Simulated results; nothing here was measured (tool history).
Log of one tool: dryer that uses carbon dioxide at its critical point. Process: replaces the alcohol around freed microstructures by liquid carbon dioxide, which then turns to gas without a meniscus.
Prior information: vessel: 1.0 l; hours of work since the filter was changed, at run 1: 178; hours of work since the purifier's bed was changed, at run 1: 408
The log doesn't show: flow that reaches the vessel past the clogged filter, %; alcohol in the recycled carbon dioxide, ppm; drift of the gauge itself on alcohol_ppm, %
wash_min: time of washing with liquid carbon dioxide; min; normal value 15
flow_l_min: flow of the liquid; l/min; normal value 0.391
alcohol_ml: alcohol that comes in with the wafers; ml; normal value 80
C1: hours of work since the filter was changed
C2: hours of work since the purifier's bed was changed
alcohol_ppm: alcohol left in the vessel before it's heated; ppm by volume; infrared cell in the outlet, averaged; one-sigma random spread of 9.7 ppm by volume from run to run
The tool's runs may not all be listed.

{"run": 1, "hour": 0.0, "wash_min": 15, "flow_l_min": 0.391, "alcohol_ml": 80, "C1": 178, "C2": 408, "alcohol_ppm": 819}
{"run": 2, "hour": 45.6, "wash_min": 15, "flow_l_min": 0.391, "alcohol_ml": 80, "C1": 196, "C2": 425, "alcohol_ppm": 831}
{"run": 3, "hour": 83.6, "wash_min": 15, "flow_l_min": 0.391, "alcohol_ml": 30, "C1": 210, "C2": 440, "alcohol_ppm": 393}
{"hour": 110.6, "done": "inlet filter changed"}
{"run": 4, "hour": 115.3, "wash_min": 15, "flow_l_min": 0.391, "alcohol_ml": 72, "C1": 2, "C2": 451, "alcohol_ppm": 623}
{"run": 5, "hour": 154.4, "wash_min": 15, "flow_l_min": 0.391, "alcohol_ml": 51, "C1": 17, "C2": 466, "alcohol_ppm": 485}
{"run": 6, "hour": 189.6, "wash_min": 15, "flow_l_min": 0.59, "alcohol_ml": 80, "C1": 30, "C2": 480, "alcohol_ppm": 159}
{"run": 7, "hour": 240.6, "wash_min": 15, "flow_l_min": 0.59, "alcohol_ml": 80, "C1": 50, "C2": 499, "alcohol_ppm": 166}
{"run": 8, "hour": 294.1, "wash_min": 12, "flow_l_min": 0.391, "alcohol_ml": 80, "C1": 70, "C2": 520, "alcohol_ppm": 1756}
{"run": 9, "hour": 336.8, "wash_min": 11, "flow_l_min": 0.391, "alcohol_ml": 80, "C1": 87, "C2": 536, "alcohol_ppm": 2436}
{"run": 10, "hour": 384.3, "wash_min": 11, "flow_l_min": 0.391, "alcohol_ml": 80, "C1": 105, "C2": 554, "alcohol_ppm": 2440}
{"run": 11, "hour": 435.0, "wash_min": 11, "flow_l_min": 0.391, "alcohol_ml": 80, "C1": 124, "C2": 574, "alcohol_ppm": 2463}
{"run": 12, "hour": 493.9, "wash_min": 11, "flow_l_min": 0.391, "alcohol_ml": 80, "C1": 147, "C2": 596, "alcohol_ppm": 2558}
{"run": 13, "hour": 543.2, "wash_min": 11, "flow_l_min": 0.391, "alcohol_ml": 80, "C1": 166, "C2": 615, "alcohol_ppm": 2644}
{"run": 14, "hour": 588.7, "wash_min": 11, "flow_l_min": 0.391, "alcohol_ml": 80, "C1": 183, "C2": 633, "alcohol_ppm": 2592}
{"run": 15, "hour": 639.6, "wash_min": 24, "flow_l_min": 0.584, "alcohol_ml": 80, "C1": 202, "C2": 652, "alcohol_ppm": 164}
{"run": 16, "hour": 667.5, "wash_min": 18, "flow_l_min": 0.584, "alcohol_ml": 30, "C1": 213, "C2": 663, "alcohol_ppm": 168}
{"hour": 685.8, "done": "inlet filter changed"}
{"run": 17, "hour": 715.3, "wash_min": 18, "flow_l_min": 0.584, "alcohol_ml": 30, "C1": 11, "C2": 681, "alcohol_ppm": 178}
{"run": 18, "hour": 763.2, "wash_min": 10, "flow_l_min": 0.555, "alcohol_ml": 108, "C1": 30, "C2": 699, "alcohol_ppm": 1090}
{"run": 19, "hour": 806.6, "wash_min": 11, "flow_l_min": 0.282, "alcohol_ml": 27, "C1": 46, "C2": 716, "alcohol_ppm": 2302}
{"run": 20, "hour": 839.5, "wash_min": 16, "flow_l_min": 0.56, "alcohol_ml": 80, "C1": 59, "C2": 728, "alcohol_ppm": 212}
{"run": 21, "hour": 891.1, "wash_min": 19, "flow_l_min": 0.397, "alcohol_ml": 38, "C1": 79, "C2": 748, "alcohol_ppm": 262}
{"run": 22, "hour": 940.7, "wash_min": 19, "flow_l_min": 0.397, "alcohol_ml": 38, "C1": 98, "C2": 767, "alcohol_ppm": 272}
{"run": 23, "hour": 997.7, "wash_min": 14, "flow_l_min": 0.397, "alcohol_ml": 33, "C1": 119, "C2": 789, "alcohol_ppm": 547}
{"run": 24, "hour": 1032.2, "wash_min": 13, "flow_l_min": 0.415, "alcohol_ml": 26, "C1": 133, "C2": 802, "alcohol_ppm": 506}
{"run": 25, "hour": 1088.1, "wash_min": 13, "flow_l_min": 0.415, "alcohol_ml": 26, "C1": 154, "C2": 823, "alcohol_ppm": 525}
{"run": 26, "hour": 1140.7, "wash_min": 13, "flow_l_min": 0.415, "alcohol_ml": 26, "C1": 174, "C2": 844, "alcohol_ppm": 522}
{"run": 27, "hour": 1170.5, "wash_min": 23, "flow_l_min": 0.439, "alcohol_ml": 87, "C1": 186, "C2": 855, "alcohol_ppm": 241}
{"run": 28, "hour": 1207.7, "wash_min": 19, "flow_l_min": 0.391, "alcohol_ml": 21, "C1": 200, "C2": 869, "alcohol_ppm": 279}

Predict each of these 5 candidate next runs independently; none follows another, all start after run 28:
{"run": "A", "hour": 1253.9, "wash_min": 20, "flow_l_min": 0.391, "alcohol_ml": 49, "C1": 217, "C2": 887, "alcohol_ppm": "?"}
{"run": "B", "hour": 1253.9, "wash_min": 19, "flow_l_min": 0.389, "alcohol_ml": 22, "C1": 217, "C2": 887, "alcohol_ppm": "?"}
{"run": "C", "hour": 1253.9, "wash_min": 23, "flow_l_min": 0.406, "alcohol_ml": 21, "C1": 217, "C2": 887, "alcohol_ppm": "?"}
{"run": "D", "hour": 1253.9, "wash_min": 19, "flow_l_min": 0.314, "alcohol_ml": 30, "C1": 217, "C2": 887, "alcohol_ppm": "?"}
{"run": "E", "hour": 1253.9, "wash_min": 15, "flow_l_min": 0.264, "alcohol_ml": 74, "C1": 217, "C2": 887, "alcohol_ppm": "?"}

run=A alcohol_ppm=311
run=B alcohol_ppm=285
run=C alcohol_ppm=226
run=D alcohol_ppm=503
run=E alcohol_ppm=3569
Take away the tool's hidden state, keep each run's random variation, and the runs would have read:
run=A alcohol_ppm=64
run=B alcohol_ppm=47
run=C alcohol_ppm=3
run=D alcohol_ppm=210
run=E alcohol_ppm=2750

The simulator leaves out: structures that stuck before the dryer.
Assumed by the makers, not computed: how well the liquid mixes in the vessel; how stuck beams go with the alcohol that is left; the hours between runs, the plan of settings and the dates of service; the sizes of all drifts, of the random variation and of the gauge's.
